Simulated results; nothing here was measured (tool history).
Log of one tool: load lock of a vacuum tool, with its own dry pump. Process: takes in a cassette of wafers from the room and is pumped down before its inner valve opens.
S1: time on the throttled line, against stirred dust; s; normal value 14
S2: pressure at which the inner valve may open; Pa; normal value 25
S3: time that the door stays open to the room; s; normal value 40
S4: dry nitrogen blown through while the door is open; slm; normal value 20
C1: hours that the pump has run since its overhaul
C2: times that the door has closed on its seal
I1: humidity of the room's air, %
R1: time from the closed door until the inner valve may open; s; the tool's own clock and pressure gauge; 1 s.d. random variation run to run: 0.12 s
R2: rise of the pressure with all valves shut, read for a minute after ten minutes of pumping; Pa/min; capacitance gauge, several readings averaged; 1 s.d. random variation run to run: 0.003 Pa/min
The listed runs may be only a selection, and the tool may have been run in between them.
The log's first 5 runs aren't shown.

| run | hour | S1 | S2 | S3 | S4 | C1 | C2 | I1 | R1 | R2 |
|---|---|---|---|---|---|---|---|---|---|---|
| 6 | 307.8 | 14 | 25 | 40 | 29 | 1989 | 3636 | 46.3 | 24.9 | 0.078 |
| 7 | 381.6 | 14 | 25 | 40 | 20 | 2063 | 3815 | 43.7 | 24.8 | 0.077 |
| 8 | 434.4 | 14 | 23 | 40 | 20 | 2116 | 3943 | 45.5 | 25.1 | 0.084 |
| 9 | 488.8 | 14 | 20 | 40 | 20 | 2170 | 4074 | 42.5 | 25.2 | 0.079 |
| 10 | 575.9 | 14 | 20 | 40 | 20 | 2258 | 4285 | 44.1 | 25.1 | 0.079 |
| 11 | 670.6 | 14 | 20 | 40 | 20 | 2352 | 4514 | 44.7 | 25.2 | 0.085 |
| 12 | 731.7 | 14 | 48 | 40 | 20 | 2413 | 4661 | 42.1 | 23.8 | 0.082 |
| 13 | 824.9 | 14 | 48 | 40 | 20 | 2507 | 4887 | 46.2 | 23.8 | 0.091 |
| 14 | 904.9 | 14 | 48 | 40 | 20 | 2587 | 5081 | 44.9 | 23.8 | 0.092 |
| 15 | 956.8 | 14 | 48 | 40 | 20 | 2638 | 5206 | 47.3 | 23.9 | 0.096 |
| 16 | 1042.1 | 14 | 48 | 40 | 20 | 2724 | 5412 | 48.6 | 23.8 | 0.094 |
| 17 | 1105.4 | 14 | 25 | 40 | 31 | 2787 | 5565 | 46.6 | 24.9 | 0.092 |
| 18 | 1185.9 | 14 | 25 | 40 | 31 | 2868 | 5760 | 47.8 | 24.7 | 0.096 |
| 19 | 1284.0 | 25 | 46 | 50 | 24 | 2966 | 5998 | 45.1 | 33.2 | 0.104 |
| 20 | 1382.8 | 25 | 46 | 50 | 24 | 3064 | 6237 | 44.6 | 33.4 | 0.111 |
| 21 | 1422.9 | 25 | 46 | 50 | 24 | 3105 | 6334 | 46.5 | 33.5 | 0.109 |

Estimate the outcome of run 22 from the log above:
| 22 | 1516.0 | 12 | 50 | 89 | 12 | 3198 | 6559 | 44.1 | ? | ? |

For run 22 the tool returned R1 22.1 s, R2 0.155 Pa/min.
Had the tool carried no hidden state, the very same run would have given R1 21.9 s, R2 0.099 Pa/min.

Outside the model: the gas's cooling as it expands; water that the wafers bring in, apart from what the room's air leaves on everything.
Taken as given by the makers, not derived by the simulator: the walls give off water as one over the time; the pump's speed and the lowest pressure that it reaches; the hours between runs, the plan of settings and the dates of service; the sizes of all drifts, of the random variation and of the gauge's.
